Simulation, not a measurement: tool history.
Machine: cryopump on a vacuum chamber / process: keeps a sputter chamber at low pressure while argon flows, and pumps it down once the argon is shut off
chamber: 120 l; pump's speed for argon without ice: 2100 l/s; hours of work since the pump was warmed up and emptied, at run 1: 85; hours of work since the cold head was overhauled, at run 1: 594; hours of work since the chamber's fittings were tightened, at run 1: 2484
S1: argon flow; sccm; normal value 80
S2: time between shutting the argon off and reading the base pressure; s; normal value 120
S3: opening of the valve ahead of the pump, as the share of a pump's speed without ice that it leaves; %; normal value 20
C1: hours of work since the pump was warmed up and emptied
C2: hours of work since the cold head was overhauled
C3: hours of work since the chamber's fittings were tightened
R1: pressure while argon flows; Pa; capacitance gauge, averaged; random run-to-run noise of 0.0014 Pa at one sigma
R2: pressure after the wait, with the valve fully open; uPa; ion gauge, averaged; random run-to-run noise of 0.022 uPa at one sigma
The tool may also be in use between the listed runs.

run	day	S1	S2	S3	C1	C2	C3	R1	R2
1	0	80	120	20	85	594	2484	0.327	0.95
2	2.175	80	120	20	115	623	2513	0.3262	0.95
3	4.05	80	120	20	140	648	2538	0.3258	0.97
4	6.138	80	120	20	168	676	2566	0.3258	0.96
5	8.633	80	120	20	201	710	2600	0.3264	0.93
6	10.033	80	120	20	220	729	2619	0.3301	0.98
7	12.046	80	120	20	247	756	2646	0.3313	1
8	13.117	80	120	20	261	770	2660	0.3284	0.96
9	15.467	80	47	20	293	801	2692	0.3309	1.83
10	17.825	80	47	20	324	833	2723	0.3316	1.82
11	19.667	37	47	20	349	858	2748	0.1532	1.85
12	21.992	37	47	17	380	889	2779	0.1793	1.8
13	24.146	37	47	17	409	918	2808	0.1809	1.89
14	25.925	37	47	17	433	942	2832	0.1817	1.82
15	27.638	37	47	17	456	965	2855	0.181	1.81
16	29.675	82	52	20	483	992	2882	0.3449	1.71

For run 17, what comes out?
# day 31.421: pump warmed up, emptied and cooled again
17	31.983	76	120	40	8	1020	2910	?	?

Run 17 came out at R1 0.1541 Pa, R2 0.94 uPa.
If the tool had no hidden condition, the same run with the same run-to-run variation would have returned R1 0.1524 Pa, R2 0.65 uPa.
